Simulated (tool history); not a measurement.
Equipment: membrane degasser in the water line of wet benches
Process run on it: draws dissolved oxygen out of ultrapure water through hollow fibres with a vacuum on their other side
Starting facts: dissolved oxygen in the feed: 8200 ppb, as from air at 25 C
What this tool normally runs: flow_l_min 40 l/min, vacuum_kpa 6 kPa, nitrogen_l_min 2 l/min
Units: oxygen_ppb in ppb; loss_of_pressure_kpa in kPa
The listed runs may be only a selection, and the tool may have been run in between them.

| run | hour | flow_l_min | vacuum_kpa | nitrogen_l_min | oxygen_ppb | loss_of_pressure_kpa |
|---|---|---|---|---|---|---|
| 1 | 0 | 40 | 6 | 2 | 196.6 | 26.35 |
| 2 | 40.5 | 40 | 6 | 2 | 194.7 | 26.4 |
| 3 | 84.5 | 40 | 13.73 | 2 | 515.5 | 26.47 |
| 4 | 134.1 | 40 | 13.73 | 2 | 515 | 26.25 |
| 5 | 160.1 | 40 | 13.73 | 2 | 509.6 | 26.37 |
| 6 | 201.3 | 40 | 13.73 | 2 | 520.9 | 26.16 |
| 7 | 230.4 | 40 | 6 | 2 | 196.9 | 26.39 |
| 8 | 263.5 | 40 | 6 | 2 | 195.6 | 26.24 |
| 9 | 307.2 | 40 | 6 | 1.93 | 199.3 | 26.37 |
| 10 | 351.2 | 40 | 6 | 3.15 | 153.1 | 26.38 |
|  | 370 | vacuum gauge calibrated |
| 11 | 385.1 | 40 | 6 | 3.15 | 151.9 | 26.38 |
| 12 | 415.3 | 40 | 6 | 1.4 | 233.8 | 26.18 |
| 13 | 437.3 | 40 | 6 | 1.4 | 241.1 | 26.15 |
| 14 | 479.6 | 40 | 6 | 1.4 | 240.4 | 26.24 |
| 15 | 503.7 | 62 | 11.57 | 1.18 | 1028.5 | 40.92 |
| 16 | 532.6 | 62 | 11.57 | 1.18 | 1020.9 | 40.97 |
| 17 | 563.6 | 40 | 6 | 1.06 | 279.8 | 26.24 |
| 18 | 614.1 | 55 | 6 | 1.76 | 385.5 | 35.77 |
| 19 | 645 | 26 | 6 | 1.55 | 118.2 | 17.08 |
| 20 | 688 | 53 | 4.6 | 3.27 | 237.5 | 34.63 |
| 21 | 722 | 37 | 6 | 2.22 | 158.3 | 24.42 |
| 22 | 771.7 | 33 | 3.95 | 2.91 | 53.4 | 21.76 |
| 23 | 794.5 | 33 | 3.95 | 2.91 | 53.7 | 21.68 |
| 24 | 828.7 | 51 | 12.18 | 0.98 | 965.8 | 33.47 |
| 25 | 849.4 | 31 | 4.09 | 1.79 | 61.4 | 20.54 |

Alternative continuations, all from the tool just after run 25; predict every row:
| A | 890.7 | 49 | 6 | 3.03 | ? | ? |
| B | 890.7 | 29 | 6.46 | 2.62 | ? | ? |
| C | 890.7 | 40 | 5.86 | 2 | ? | ? |

| run | oxygen_ppb | loss_of_pressure_kpa |
|---|---|---|
| A | 252.9 | 32.19 |
| B | 103.3 | 19.15 |
| C | 189.5 | 26.37 |
Without the tool's hidden state the same runs would have given:
| run | oxygen_ppb | loss_of_pressure_kpa |
|---|---|---|
| A | 247.3 | 32.01 |
| B | 100.9 | 19.05 |
| C | 184.9 | 26.22 |
